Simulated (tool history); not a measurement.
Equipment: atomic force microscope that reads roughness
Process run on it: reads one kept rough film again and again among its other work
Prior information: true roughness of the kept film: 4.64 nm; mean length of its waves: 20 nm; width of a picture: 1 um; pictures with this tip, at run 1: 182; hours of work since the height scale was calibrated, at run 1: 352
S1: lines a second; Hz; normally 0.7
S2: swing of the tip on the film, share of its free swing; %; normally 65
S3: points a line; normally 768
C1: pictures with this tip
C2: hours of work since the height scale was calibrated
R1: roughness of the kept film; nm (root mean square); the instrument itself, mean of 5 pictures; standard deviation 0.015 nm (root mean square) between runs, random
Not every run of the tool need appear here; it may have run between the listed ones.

Run 1, hour 0: usual settings; C1 182; C2 352. Result: R1 2.949 nm (root mean square).
Run 2, hour 6.8: usual settings but S3 725; C1 193; C2 356. Result: R1 2.921 nm (root mean square).
Run 3, hour 18: usual settings but S3 725; C1 211; C2 363. Result: R1 2.867 nm (root mean square).
Run 4, hour 29.7: usual settings but S3 725; C1 230; C2 371. Result: R1 2.825 nm (root mean square).
Run 5, hour 42.2: usual settings but S3 725; C1 251; C2 379. Result: R1 2.732 nm (root mean square).
Run 6, hour 52: usual settings; C1 267; C2 385. Result: R1 2.724 nm (root mean square).
At hour 56: new tip fitted.
Run 7, hour 63.3: usual settings; C1 12; C2 392. Result: R1 3.559 nm (root mean square).
Run 8, hour 73.5: usual settings but S2 57 %; C1 28; C2 399. Result: R1 3.483 nm (root mean square).
Run 9, hour 87.3: usual settings but S2 57 %; C1 51; C2 408. Result: R1 3.405 nm (root mean square).
Run 10, hour 98.3: usual settings but S3 438; C1 69; C2 415. Result: R1 3.279 nm (root mean square).
Run 11, hour 110.6: usual settings but S3 438; C1 89; C2 423. Result: R1 3.197 nm (root mean square).
Run 12, hour 119: usual settings but S1 0.738 Hz; C1 103; C2 428. Result: R1 3.18 nm (root mean square).
Run 13, hour 131.5: usual settings but S1 0.959 Hz; C1 123; C2 436. Result: R1 3.098 nm (root mean square).
Run 14, hour 138.8: usual settings but S1 0.959 Hz; C1 135; C2 441. Result: R1 3.061 nm (root mean square).
Run 15, hour 152: usual settings; C1 157; C2 449. Result: R1 3.028 nm (root mean square).
Run 16, hour 165.3: usual settings; C1 178; C2 458. Result: R1 2.928 nm (root mean square).
Run 17, hour 178.1: usual settings but S1 1.737 Hz; C1 199; C2 466. Result: R1 2.795 nm (root mean square).
Run 18, hour 187.5: usual settings but S1 1.737 Hz; C1 215; C2 472. Result: R1 2.735 nm (root mean square).
Run 19, hour 197.8: usual settings but S1 1.737 Hz; C1 231; C2 479. Result: R1 2.699 nm (root mean square).
Run 20, hour 208: usual settings but S1 1.737 Hz; C1 248; C2 485. Result: R1 2.666 nm (root mean square).
Run 21, hour 214: usual settings but S1 0.98 Hz, S2 78 %; C1 258; C2 489. Result: R1 2.607 nm (root mean square).
At hour 223.3: new tip fitted.
Run 22, hour 223.3: usual settings but S1 0.98 Hz, S2 78 %, S3 453; C1 0; C2 495. Result: R1 3.53 nm (root mean square).
Run 23, hour 233.2: usual settings but S1 0.98 Hz, S2 78 %, S3 453; C1 17; C2 501. Result: R1 3.404 nm (root mean square).
Run 24, hour 241.8: usual settings but S1 1.291 Hz, S2 55 %; C1 31; C2 507. Result: R1 3.514 nm (root mean square).
Run 25, hour 247.9: usual settings but S1 1.291 Hz, S2 55 %; C1 41; C2 511. Result: R1 3.461 nm (root mean square).
Run 26, hour 254.9: usual settings but S1 1.291 Hz, S2 55 %; C1 52; C2 515. Result: R1 3.4 nm (root mean square).
Run 27, hour 266: usual settings but S2 85 %; C1 70; C2 522. Result: R1 3.222 nm (root mean square).
Run 28, hour 275.5: usual settings but S1 0.627 Hz, S3 908; C1 86; C2 529. Result: R1 3.297 nm (root mean square).
Run 29, hour 281.4: usual settings but S1 2.99 Hz, S2 81 %, S3 849; C1 95; C2 532. Result: R1 2.811 nm (root mean square).
Run 30, hour 289.6: usual settings but S1 1.051 Hz, S2 79 %, S3 263; C1 109; C2 538. Result: R1 2.976 nm (root mean square).
Run 31, hour 295.5: usual settings but S1 1.772 Hz; C1 118; C2 541. Result: R1 3.133 nm (root mean square).
Run 32, hour 304.2: usual settings but S1 0.986 Hz, S2 80 %; C1 133; C2 547. Result: R1 3.02 nm (root mean square).
Run 33, hour 311.5: usual settings but S1 0.898 Hz, S2 76 %, S3 476; C1 145; C2 552. Result: R1 3.01 nm (root mean square).
Run 34, hour 321.8: usual settings but S1 3.624 Hz, S2 63 %, S3 570; C1 161; C2 558. Result: R1 2.84 nm (root mean square).
Run 35, hour 329.3: usual settings but S1 0.767 Hz, S2 86 %, S3 570; C1 174; C2 563. Result: R1 2.855 nm (root mean square).
Run 36, hour 339: usual settings but S3 948; C1 190; C2 570. Result: R1 2.936 nm (root mean square).
Run 37, hour 351.6: usual settings but S1 3.357 Hz, S2 61 %, S3 377; C1 210; C2 578. Result: R1 2.697 nm (root mean square).
Run 38, hour 359.8: usual settings but S1 0.901 Hz, S2 56 %, S3 351; C1 223; C2 583. Result: R1 2.787 nm (root mean square).
Run 39, hour 372.7: usual settings but S1 0.901 Hz, S2 56 %, S3 351; C1 245; C2 591. Result: R1 2.706 nm (root mean square).

Take each entry between the runs: how does the hidden state at the last listed run before it differ from the hidden state at the first listed run after it?
From run 6 to run 7: new tip fitted (hour 56)
  radius of the tip, nm: 14.6 -> 6; height scale over the true one, %: -0.27 -> -0.28
  measured value less the no-hidden-state value, R1: -0.982 -> -0.148 nm (root mean square)
From run 21 to run 22: new tip fitted (hour 223.3)
  radius of the tip, nm: 14.8 -> 5.2; height scale over the true one, %: -0.34 -> -0.35
  measured value less the no-hidden-state value, R1: -0.962 -> -0.044 nm (root mean square)
